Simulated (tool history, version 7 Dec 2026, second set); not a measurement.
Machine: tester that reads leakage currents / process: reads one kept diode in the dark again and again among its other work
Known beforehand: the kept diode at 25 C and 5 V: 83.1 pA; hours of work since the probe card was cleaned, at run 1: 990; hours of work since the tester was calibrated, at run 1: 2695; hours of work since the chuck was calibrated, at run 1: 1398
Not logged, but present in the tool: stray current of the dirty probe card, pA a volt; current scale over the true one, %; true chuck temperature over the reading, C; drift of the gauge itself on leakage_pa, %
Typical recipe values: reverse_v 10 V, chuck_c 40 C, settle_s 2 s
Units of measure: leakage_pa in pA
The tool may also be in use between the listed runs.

run    hour  reverse_v  chuck_c  settle_s  hours of work since the probe card was cleaned  hours of work since the tester was calibrated  hours of work since the chuck was calibrated  leakage_pa
  1       0         10       40         2                                             990                                           2695                                          1398      327.19
  2   174.5         10       40         2                                            1063                                           2768                                          1470       327.3
      305.3  -- chuck's temperature calibrated
  3   445.6         10       40         2                                            1174                                           2879                                            58      328.18
  4   624.4         10       40         2                                            1248                                           2953                                           132      328.08
  5   803.5         10       40         2                                            1323                                           3028                                           207      326.22
  6   936.6         10       40         2                                            1378                                           3083                                           262      326.65
  7  1063.9         10       40         2                                            1431                                           3136                                           314      328.94
  8  1222.6         10       40         2                                            1496                                           3201                                           380      327.15
  9  1466.6         10       40         2                                            1597                                           3303                                           481      326.28
 10  1624.4         10       40      2.84                                            1663                                           3368                                           547       326.7
 11  1897.8         10       40      2.84                                            1776                                           3481                                           660      328.54
       1917  -- tester calibrated
 12    2150         10       40      1.99                                            1880                                             97                                           764      324.94
 13  2322.6        1.9       22      3.64                                            1951                                            168                                           835       47.04
 14  2607.4        1.9       22      3.64                                            2069                                            286                                           953        47.1
 15  2853.3        2.4       39      3.64                                            2171                                            388                                          1055      184.87
 16  3038.6        2.4       39      3.64                                            2248                                            465                                          1132      186.06
 17  3176.6        2.4       39      3.64                                            2305                                            522                                          1189      185.67
 18  3331.3        2.5       39      3.64                                            2370                                            586                                          1254      189.04
 19  3471.6        2.5       39      3.64                                            2428                                            644                                          1312      187.58

Here are 3 independent what-if runs from the current tool condition. What would each one return?
  A  3741.6        2.1       49      0.91                                            2540                                            756                                          1424           ?
  B  3741.6        5.9       28       0.3                                            2540                                            756                                          1424           ?
  C  3741.6        1.8       29      0.73                                            2540                                            756                                          1424           ?

run  leakage_pa
  A      357.94
  B      118.71
  C       80.74
With no hidden state in the tool, these same runs would have given:
run  leakage_pa
  A      358.32
  B      118.78
  C       80.82

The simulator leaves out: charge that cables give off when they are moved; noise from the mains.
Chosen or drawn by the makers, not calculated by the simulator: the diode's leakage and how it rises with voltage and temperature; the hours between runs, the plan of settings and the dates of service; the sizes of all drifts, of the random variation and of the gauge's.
